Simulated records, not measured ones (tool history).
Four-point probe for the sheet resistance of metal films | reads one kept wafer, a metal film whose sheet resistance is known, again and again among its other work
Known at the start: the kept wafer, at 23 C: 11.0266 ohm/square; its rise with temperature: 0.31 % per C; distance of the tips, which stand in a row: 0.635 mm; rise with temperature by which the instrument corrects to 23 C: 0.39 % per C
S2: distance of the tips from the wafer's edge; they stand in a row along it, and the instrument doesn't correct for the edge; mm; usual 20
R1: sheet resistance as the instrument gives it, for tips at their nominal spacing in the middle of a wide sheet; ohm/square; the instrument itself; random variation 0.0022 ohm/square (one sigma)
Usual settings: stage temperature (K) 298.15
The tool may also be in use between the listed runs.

{"run": 1, "day": 0.0, "stage temperature (K)": 298.15, "S2": 20, "R1": 11.057642}
{"run": 2, "day": 1.733, "stage temperature (K)": 298.15, "S2": 20, "R1": 11.06099}
{"run": 3, "day": 5.004, "stage temperature (K)": 298.15, "S2": 20, "R1": 11.063405}
{"run": 4, "day": 8.067, "stage temperature (K)": 298.15, "S2": 9, "R1": 11.088872}
{"run": 5, "day": 9.996, "stage temperature (K)": 298.15, "S2": 26, "R1": 11.067699}
{"run": 6, "day": 13.25, "stage temperature (K)": 299.15, "S2": 26, "R1": 11.057898}
{"run": 7, "day": 16.821, "stage temperature (K)": 298.15, "S2": 20, "R1": 11.06931}
{"run": 8, "day": 18.612, "stage temperature (K)": 298.15, "S2": 20, "R1": 11.074118}
{"run": 9, "day": 21.554, "stage temperature (K)": 298.15, "S2": 20, "R1": 11.07449}
{"run": 10, "day": 23.496, "stage temperature (K)": 298.15, "S2": 11, "R1": 11.085367}
{"run": 11, "day": 26.125, "stage temperature (K)": 298.15, "S2": 11, "R1": 11.091857}
{"run": 12, "day": 29.458, "stage temperature (K)": 298.15, "S2": 11, "R1": 11.09192}
{"run": 13, "day": 32.421, "stage temperature (K)": 298.15, "S2": 57, "R1": 11.071682}
{"run": 14, "day": 35.383, "stage temperature (K)": 302.15, "S2": 4, "R1": 11.19267}
{"run": 15, "day": 37.954, "stage temperature (K)": 302.15, "S2": 6, "R1": 11.107148}
{"day": 38.867, "done": "stage's thermometer calibrated"}
{"run": 16, "day": 40.692, "stage temperature (K)": 302.15, "S2": 6, "R1": 11.093906}
{"run": 17, "day": 43.838, "stage temperature (K)": 307.15, "S2": 20, "R1": 10.99774}
{"run": 18, "day": 46.488, "stage temperature (K)": 297.15, "S2": 16, "R1": 11.08924}
{"run": 19, "day": 50.246, "stage temperature (K)": 300.15, "S2": 16, "R1": 11.061477}
{"run": 20, "day": 53.104, "stage temperature (K)": 299.15, "S2": 22, "R1": 11.063296}
{"run": 21, "day": 55.329, "stage temperature (K)": 299.15, "S2": 22, "R1": 11.067551}
{"run": 22, "day": 58.629, "stage temperature (K)": 299.15, "S2": 22, "R1": 11.071596}
{"run": 23, "day": 60.912, "stage temperature (K)": 292.15, "S2": 47, "R1": 11.129683}
{"run": 24, "day": 63.562, "stage temperature (K)": 306.15, "S2": 51, "R1": 11.011372}

Forecast each of these 3 alternatives for the next run:
{"run": "A", "day": 65.521, "stage temperature (K)": 300.15, "S2": 15, "R1": "?"}
{"run": "B", "day": 65.521, "stage temperature (K)": 299.15, "S2": 5, "R1": "?"}
{"run": "C", "day": 65.521, "stage temperature (K)": 303.15, "S2": 14, "R1": "?"}

run=A R1=11.073288
run=B R1=11.164471
run=C R1=11.048805
Without the tool's hidden state the same runs would have given:
run=A R1=11.00467
run=B R1=11.095296
run=C R1=10.980423
